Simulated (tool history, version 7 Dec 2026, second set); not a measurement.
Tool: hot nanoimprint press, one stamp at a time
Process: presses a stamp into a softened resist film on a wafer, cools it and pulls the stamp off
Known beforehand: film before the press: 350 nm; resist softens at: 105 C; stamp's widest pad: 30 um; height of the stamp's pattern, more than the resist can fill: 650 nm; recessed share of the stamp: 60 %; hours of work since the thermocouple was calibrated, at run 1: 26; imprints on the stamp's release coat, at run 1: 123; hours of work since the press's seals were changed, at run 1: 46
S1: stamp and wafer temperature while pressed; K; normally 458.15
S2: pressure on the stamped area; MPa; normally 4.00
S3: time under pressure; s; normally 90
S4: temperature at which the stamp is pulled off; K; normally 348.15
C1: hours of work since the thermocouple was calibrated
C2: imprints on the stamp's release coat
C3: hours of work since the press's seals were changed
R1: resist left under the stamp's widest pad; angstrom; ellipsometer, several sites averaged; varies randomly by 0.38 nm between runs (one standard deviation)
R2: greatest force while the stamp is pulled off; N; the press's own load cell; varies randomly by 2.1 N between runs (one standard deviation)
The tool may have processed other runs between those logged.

run   hour      S1    S2   S3      S4   C1    C2   C3    R1   R2
  1    0.0  458.15  4.00   90  348.15   26   123   46  1751   92
  2    6.3  458.15  4.00   90  348.15   30   154   49  1754   99
  3   14.5  458.15  4.00   60  348.15   35   194   55  1993   98
  4   20.9  458.15  4.00  137  348.15   39   225   59  1532  100
  5   28.8  458.15  4.39  137  348.15   44   264   64  1456  100
  6   37.0  458.15  4.39  137  348.15   49   304   69  1456  102
  7   43.8  458.15  4.39  137  348.15   53   337   73  1452  101
  8   48.6  458.15  4.00   83  348.15   56   361   76  1805  106
  9   53.8  458.15  4.00   83  348.15   60   386   79  1803  103
 10   59.4  458.15  4.00   83  348.15   63   414   83  1799  104
 11   66.1  454.15  4.00   90  348.15   67   447   87  2022  101
 12   74.6  454.15  4.00   90  348.15   73   488   92  2031  100
 13   83.2  454.15  4.00   90  348.15   78   530   98  2029  103
 14   88.6  446.15  4.00   90  348.15   81   556  101  2638  107
 15   96.8  458.15  4.00   90  348.15   87   597  106  1756  106
 16  105.1  458.15  4.00   90  342.15   92   637  111  1756  117
 17  109.1  458.15  4.00   90  342.15   94   657  114  1755  119
 18  116.5  451.15  4.00   71  342.15   99   693  118  2388  118
 19  123.6  451.15  4.00   71  342.15  103   727  123  2382  114
     126.9  -- plate thermocouple calibrated
 20  132.7  451.15  4.00   71  342.15    4   758  127  2369  118
 21  136.4  451.15  4.00   71  342.15    6   776  129  2373  114
 22  144.3  451.15  4.00   71  342.15   11   814  134  2378  122
 23  150.0  451.15  2.99  169  342.15   14   842  138  2151  125
     155.3  -- plate thermocouple calibrated, once more
 24  161.2  453.15  4.00   90  352.15    4   882  143  2151  108
 25  166.8  453.15  4.00   90  352.15    7   910  146  2151  108
 26  172.2  456.15  4.00  134  333.15   11   936  150  1701  138
 27  176.6  456.15  4.00  134  333.15   13   957  152  1712  138
 28  181.0  458.15  5.00   89  348.15   16   979  155  1602  112
 29  186.3  458.15  4.00   48  348.15   19  1005  158  2153  117
 30  193.3  450.15  3.60  132  352.15   24  1040  163  2261  112
 31  197.8  448.15  3.96  165  335.15   27  1061  166  2197  138

Some steps in R1, run to run, broken into two amounts with sign: the step expected even without the hidden condition (settings, incoming material, random variation), and the rest, left for the hidden condition together with whatever gauge scatter is not in both the measured and the hidden-condition-free result:
Hidden state present: true temperature over the reading, C; pressure that arrives at the usual setting, %; grip of the stamp's worn release coat, % over a new coat's; drift of the gauge itself on residual_nm, %; drift of the gauge itself on pull_off_n, %.
Run 13 -> 14: S1 454.15 -> 446.15. R1 +609 angstrom: hidden state -2, all else +611.
Run 14 -> 15: S1 446.15 -> 458.15. R1 -882 angstrom: hidden state +4, all else -886.
Run 17 -> 18: S1 458.15 -> 451.15, S3 90 -> 71. R1 +633 angstrom: hidden state -5, all else +638.
Run 19 -> 20: plate thermocouple calibrated. R1 -13 angstrom: hidden state -20, all else +7.
Run 23 -> 24: S1 451.15 -> 453.15, S2 2.99 -> 4.00, S3 169 -> 90, S4 342.15 -> 352.15, plate thermocouple calibrated, once more. R1 +0 angstrom: hidden state +74, all else -74.
